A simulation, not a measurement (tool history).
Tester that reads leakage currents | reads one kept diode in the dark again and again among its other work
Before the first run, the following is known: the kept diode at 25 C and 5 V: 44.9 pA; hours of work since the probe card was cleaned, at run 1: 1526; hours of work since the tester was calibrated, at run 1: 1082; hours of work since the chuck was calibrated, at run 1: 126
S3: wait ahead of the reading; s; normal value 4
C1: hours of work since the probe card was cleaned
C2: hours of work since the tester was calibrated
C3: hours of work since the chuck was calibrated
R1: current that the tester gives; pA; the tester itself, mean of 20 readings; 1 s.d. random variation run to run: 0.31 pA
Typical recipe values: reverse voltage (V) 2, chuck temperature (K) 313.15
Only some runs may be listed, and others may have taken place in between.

Run 1, hour 0: usual settings; C1 1526; C2 1082; C3 126. Result: R1 104.36 pA.
Run 2, hour 83.7: usual settings; C1 1584; C2 1140; C3 184. Result: R1 104.54 pA.
Run 3, hour 157.5: usual settings; C1 1635; C2 1191; C3 235. Result: R1 105.16 pA.
Run 4, hour 219.6: usual settings; C1 1678; C2 1234; C3 278. Result: R1 105.97 pA.
Run 5, hour 283.2: usual settings; C1 1722; C2 1278; C3 322. Result: R1 106.31 pA.
Run 6, hour 370.6: usual settings but S3 0.36 s; C1 1783; C2 1338; C3 382. Result: R1 108.3 pA.
Run 7, hour 458.3: usual settings but S3 6.86 s; C1 1843; C2 1399; C3 443. Result: R1 107.32 pA.
Run 8, hour 545.1: usual settings but S3 6.86 s; C1 1903; C2 1459; C3 503. Result: R1 107.78 pA.
Run 9, hour 604.7: usual settings; C1 1944; C2 1500; C3 544. Result: R1 108.08 pA.
Run 10, hour 680: usual settings; C1 1997; C2 1552; C3 596. Result: R1 107.78 pA.
Run 11, hour 735.2: usual settings; C1 2035; C2 1591; C3 634. Result: R1 108.43 pA.
Run 12, hour 802.8: usual settings but chuck temperature (K) 310.15; C1 2081; C2 1637; C3 681. Result: R1 88.5 pA.
Run 13, hour 841.9: usual settings but chuck temperature (K) 321.15; C1 2108; C2 1664; C3 708. Result: R1 183.61 pA.
Run 14, hour 935.3: usual settings but chuck temperature (K) 321.15; C1 2173; C2 1729; C3 773. Result: R1 184.45 pA.
Run 15, hour 1002.2: usual settings but chuck temperature (K) 321.15; C1 2219; C2 1775; C3 819. Result: R1 185.76 pA.
Run 16, hour 1044.5: usual settings but chuck temperature (K) 321.15; C1 2249; C2 1804; C3 848. Result: R1 186.37 pA.
Run 17, hour 1095.8: usual settings but chuck temperature (K) 321.15; C1 2284; C2 1840; C3 884. Result: R1 185.04 pA.
At hour 1138.1: chuck's temperature calibrated.
Run 18, hour 1138.1: usual settings but reverse voltage (V) 1.44; C1 2312; C2 1868; C3 0. Result: R1 96.11 pA.
Run 19, hour 1213.1: usual settings but reverse voltage (V) 1.44; C1 2364; C2 1920; C3 52. Result: R1 96.17 pA.
At hour 1261.9: probe card cleaned and baked.
Run 20, hour 1270.1: usual settings but chuck temperature (K) 333.15; C1 6; C2 1957; C3 89. Result: R1 378.79 pA.
Run 21, hour 1351.7: usual settings but reverse voltage (V) 2.24, chuck temperature (K) 294.15; C1 62; C2 2013; C3 146. Result: R1 26.62 pA.
Run 22, hour 1439.5: usual settings but reverse voltage (V) 2.24, chuck temperature (K) 294.15; C1 123; C2 2074; C3 206. Result: R1 26.89 pA.
Run 23, hour 1503: usual settings but reverse voltage (V) 2.24, chuck temperature (K) 294.15, S3 6.41 s; C1 167; C2 2118; C3 250. Result: R1 26.93 pA.
Run 24, hour 1588.1: usual settings but reverse voltage (V) 2.24, chuck temperature (K) 294.15, S3 6.41 s; C1 226; C2 2177; C3 309. Result: R1 27.31 pA.
Run 25, hour 1672.6: usual settings but chuck temperature (K) 329.15, S3 4.55 s; C1 284; C2 2235; C3 368. Result: R1 300.65 pA.
Run 26, hour 1748.2: usual settings but S3 1.48 s; C1 336; C2 2288; C3 420. Result: R1 105.31 pA.
Run 27, hour 1800.3: usual settings but S3 1.48 s; C1 372; C2 2324; C3 456. Result: R1 106.39 pA.
Run 28, hour 1892.3: usual settings but S3 0.63 s; C1 436; C2 2387; C3 519. Result: R1 107.1 pA.
Run 29, hour 1976.1: usual settings but S3 0.63 s; C1 494; C2 2445; C3 577. Result: R1 107.78 pA.
Run 30, hour 2025.2: usual settings but reverse voltage (V) 1.46, S3 8.34 s; C1 528; C2 2479; C3 611. Result: R1 97.34 pA.
Run 31, hour 2079.5: usual settings but reverse voltage (V) 4.94, chuck temperature (K) 305.15, S3 1.79 s; C1 565; C2 2517; C3 649. Result: R1 82.55 pA.
Run 32, hour 2140.8: usual settings but reverse voltage (V) 4.94, chuck temperature (K) 305.15, S3 1.79 s; C1 608; C2 2559; C3 691. Result: R1 83.86 pA.
Run 33, hour 2212.9: usual settings but reverse voltage (V) 4.94, chuck temperature (K) 305.15, S3 1.79 s; C1 658; C2 2609; C3 741. Result: R1 83.87 pA.
Run 34, hour 2277.4: usual settings but chuck temperature (K) 303.15, S3 1.93 s; C1 702; C2 2654; C3 786. Result: R1 54.09 pA.
Run 35, hour 2369.9: usual settings but reverse voltage (V) 1.11, S3 4.14 s; C1 766; C2 2718; C3 850. Result: R1 90.88 pA.
Run 36, hour 2456.1: usual settings but reverse voltage (V) 9.25, chuck temperature (K) 328.15; C1 826; C2 2777; C3 909. Result: R1 471.29 pA.
At hour 2465.7: chuck's temperature calibrated.
Run 37, hour 2516.1: usual settings but reverse voltage (V) 8.65, chuck temperature (K) 328.15, S3 0.73 s; C1 866; C2 2817; C3 35. Result: R1 448.27 pA.
At hour 2563.3: tester calibrated.
Run 38, hour 2569.6: usual settings but reverse voltage (V) 8.65, chuck temperature (K) 328.15, S3 0.73 s; C1 902; C2 4; C3 70. Result: R1 438.89 pA.

Below are 5 alternative next runs, each starting from the tool's condition after run 38. Predict each:
Run A, hour 2657.6: usual settings but reverse voltage (V) 3.77, S3 2.69 s; C1 962; C2 65; C3 131. Result: R1 ?.
Run B, hour 2657.6: usual settings but chuck temperature (K) 300.15; C1 962; C2 65; C3 131. Result: R1 ?.
Run C, hour 2657.6: usual settings but reverse voltage (V) 2.95, chuck temperature (K) 328.15, S3 1.42 s; C1 962; C2 65; C3 131. Result: R1 ?.
Run D, hour 2657.6: usual settings but reverse voltage (V) 8.65, chuck temperature (K) 328.15, S3 0.33 s; C1 962; C2 65; C3 131. Result: R1 ?.
Run E, hour 2657.6: usual settings but reverse voltage (V) 1.43, chuck temperature (K) 328.15, S3 0.54 s; C1 962; C2 65; C3 131. Result: R1 ?.

run      R1
  A  126.61
  B   41.35
  C  310.51
  D  442.18
  E  245.97
With no hidden state in the tool, these same runs would have given:
run      R1
  A  123.34
  B   39.57
  C  308.25
  D  434.85
  E  245.03
